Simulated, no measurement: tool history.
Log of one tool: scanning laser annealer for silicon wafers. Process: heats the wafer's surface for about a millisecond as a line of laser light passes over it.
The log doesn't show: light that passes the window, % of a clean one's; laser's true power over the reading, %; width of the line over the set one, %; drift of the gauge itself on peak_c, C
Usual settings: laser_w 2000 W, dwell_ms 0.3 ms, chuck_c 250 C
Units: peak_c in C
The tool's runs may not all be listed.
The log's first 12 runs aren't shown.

run	day	laser_w	dwell_ms	chuck_c	hours of work since the window was cleaned	hours of work since the power meter was calibrated	hours of work since the optics were aligned	peak_c
13	5.721	2000	0.222	250	331	289	769	916
14	6.262	2000	0.222	250	340	299	779	914
15	6.542	2000	0.3	250	345	304	783	1013
16	6.938	2000	0.3	250	352	311	790	1014
17	7.242	2000	0.3	250	357	316	796	1016
18	7.783	2000	0.3	250	367	326	805	1014
19	8.346	2000	0.3	250	376	335	815	1015
20	8.796	2000	0.3	263	384	343	823	1024
21	9.317	2000	0.3	263	393	352	832	1021
22	9.754	2000	0.3	263	401	360	839	1026
23	10.054	1710	0.364	272	406	365	845	947
24	10.388	2082	0.3	227	412	371	851	1030
25	10.675	2082	0.3	227	417	376	856	1028
26	11.096	1760	0.3	279	424	383	863	918
27	11.579	2014	0.3	261	433	392	871	1026
28	11.971	2014	0.3	261	440	399	878	1025
29	12.488	2046	0.3	250	449	408	887	1028
30	12.962	1745	0.281	288	457	416	896	897
31	13.325	1801	0.218	287	463	422	902	847

The next listed run, before its measurement:
32	13.612	2000	0.237	287	468	427	907	?

Run 32 gave peak_c 959 C.
Without the tool's hidden state the same run would have given peak_c 1009 C.
